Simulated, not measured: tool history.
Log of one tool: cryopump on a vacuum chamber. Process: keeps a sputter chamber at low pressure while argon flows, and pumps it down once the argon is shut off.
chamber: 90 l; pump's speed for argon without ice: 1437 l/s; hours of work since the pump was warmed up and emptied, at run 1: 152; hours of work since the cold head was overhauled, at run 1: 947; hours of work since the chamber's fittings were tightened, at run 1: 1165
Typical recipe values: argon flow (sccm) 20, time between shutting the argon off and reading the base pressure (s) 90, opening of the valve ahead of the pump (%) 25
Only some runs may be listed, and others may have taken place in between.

| run | hour | argon flow (sccm) | time between shutting the argon off and reading the base pressure (s) | opening of the valve ahead of the pump (%) | hours of work since the pump was warmed up and emptied | hours of work since the cold head was overhauled | hours of work since the chamber's fittings were tightened | pressure while argon flows (Pa) | pressure after the wait (uPa) |
|---|---|---|---|---|---|---|---|---|---|
| 1 | 0 | 20 | 90 | 25 | 152 | 947 | 1165 | 0.096 | 1.52 |
| 2 | 52.1 | 20 | 90 | 25 | 183 | 978 | 1196 | 0.0956 | 1.56 |
| 3 | 117 | 20 | 169 | 25 | 221 | 1016 | 1234 | 0.0972 | 1.19 |
| 4 | 171.1 | 20 | 169 | 25 | 252 | 1048 | 1266 | 0.0963 | 1.25 |
| 5 | 282.2 | 20 | 90 | 34 | 318 | 1113 | 1331 | 0.0725 | 1.65 |
| 6 | 334.5 | 20 | 90 | 34 | 349 | 1144 | 1362 | 0.0731 | 1.65 |
| 7 | 421.1 | 20 | 90 | 34 | 399 | 1195 | 1413 | 0.0738 | 1.68 |
| 8 | 499 | 20 | 90 | 25 | 445 | 1240 | 1458 | 0.0991 | 1.79 |
| 9 | 570.2 | 20 | 90 | 25 | 487 | 1282 | 1500 | 0.0993 | 1.78 |
| 10 | 684.5 | 20 | 90 | 25 | 554 | 1349 | 1567 | 0.1012 | 1.93 |
| 11 | 804.7 | 20 | 90 | 25 | 625 | 1420 | 1638 | 0.1015 | 1.89 |
| 12 | 866.6 | 20 | 90 | 25 | 661 | 1456 | 1674 | 0.1006 | 1.98 |
| 13 | 922.7 | 20 | 90 | 25 | 694 | 1489 | 1707 | 0.1022 | 1.99 |
|  | 966.7 | pump warmed up, emptied and cooled again |
| 14 | 1005.3 | 20 | 90 | 34 | 23 | 1535 | 1753 | 0.0697 | 1.76 |
| 15 | 1093.4 | 20 | 90 | 25 | 74 | 1587 | 1805 | 0.0959 | 1.8 |
| 16 | 1182.9 | 20 | 90 | 25 | 127 | 1639 | 1857 | 0.0964 | 1.83 |
| 17 | 1284.9 | 10 | 60 | 53 | 187 | 1699 | 1917 | 0.0235 | 2.36 |
| 18 | 1367 | 13 | 93 | 39 | 235 | 1747 | 1965 | 0.0409 | 1.83 |
|  | 1386.3 | leaking fittings of the chamber tightened, without venting |
| 19 | 1467.6 | 18 | 59 | 34 | 293 | 1805 | 48 | 0.0651 | 1.54 |
| 20 | 1527.4 | 18 | 239 | 34 | 328 | 1841 | 83 | 0.0664 | 0.58 |
| 21 | 1646.7 | 20 | 69 | 32 | 398 | 1911 | 153 | 0.0779 | 1.39 |
| 22 | 1704 | 20 | 69 | 32 | 432 | 1944 | 187 | 0.079 | 1.41 |
| 23 | 1810.6 | 26 | 106 | 25 | 495 | 2007 | 249 | 0.13 | 1.1 |
| 24 | 1896.4 | 26 | 106 | 25 | 545 | 2057 | 300 | 0.1302 | 1.13 |
| 25 | 1975.8 | 15 | 90 | 19 | 592 | 2104 | 346 | 0.0976 | 1.27 |
| 26 | 2042.4 | 15 | 157 | 19 | 631 | 2143 | 386 | 0.0982 | 0.99 |
| 27 | 2135.3 | 34 | 21 | 32 | 685 | 2198 | 440 | 0.1392 | 4.13 |
|  | 2194.4 | pump warmed up, emptied and cooled again |
| 28 | 2220.3 | 22 | 34 | 16 | 15 | 2245 | 487 | 0.1626 | 2.54 |
| 29 | 2337.1 | 22 | 34 | 16 | 84 | 2313 | 556 | 0.1636 | 2.65 |
| 30 | 2450.7 | 24 | 90 | 46 | 151 | 2380 | 623 | 0.0639 | 1.32 |
| 31 | 2543.3 | 24 | 90 | 46 | 205 | 2435 | 677 | 0.0651 | 1.42 |

Forecast each of these 4 alternatives for the next run:
| A | 2654.3 | 20 | 133 | 17 | 270 | 2500 | 742 | ? | ? |
| B | 2654.3 | 10 | 68 | 16 | 270 | 2500 | 742 | ? | ? |
| C | 2654.3 | 8 | 28 | 58 | 270 | 2500 | 742 | ? | ? |
| D | 2654.3 | 22 | 248 | 21 | 270 | 2500 | 742 | ? | ? |

| run | pressure while argon flows (Pa) | pressure after the wait (uPa) |
|---|---|---|
| A | 0.1422 | 1.14 |
| B | 0.0744 | 1.71 |
| C | 0.0179 | 3.17 |
| D | 0.1272 | 0.87 |
Without the tool's hidden state the same runs would have given:
| run | pressure while argon flows (Pa) | pressure after the wait (uPa) |
|---|---|---|
| A | 0.1387 | 0.75 |
| B | 0.0726 | 1.32 |
| C | 0.0165 | 2.79 |
| D | 0.1233 | 0.49 |
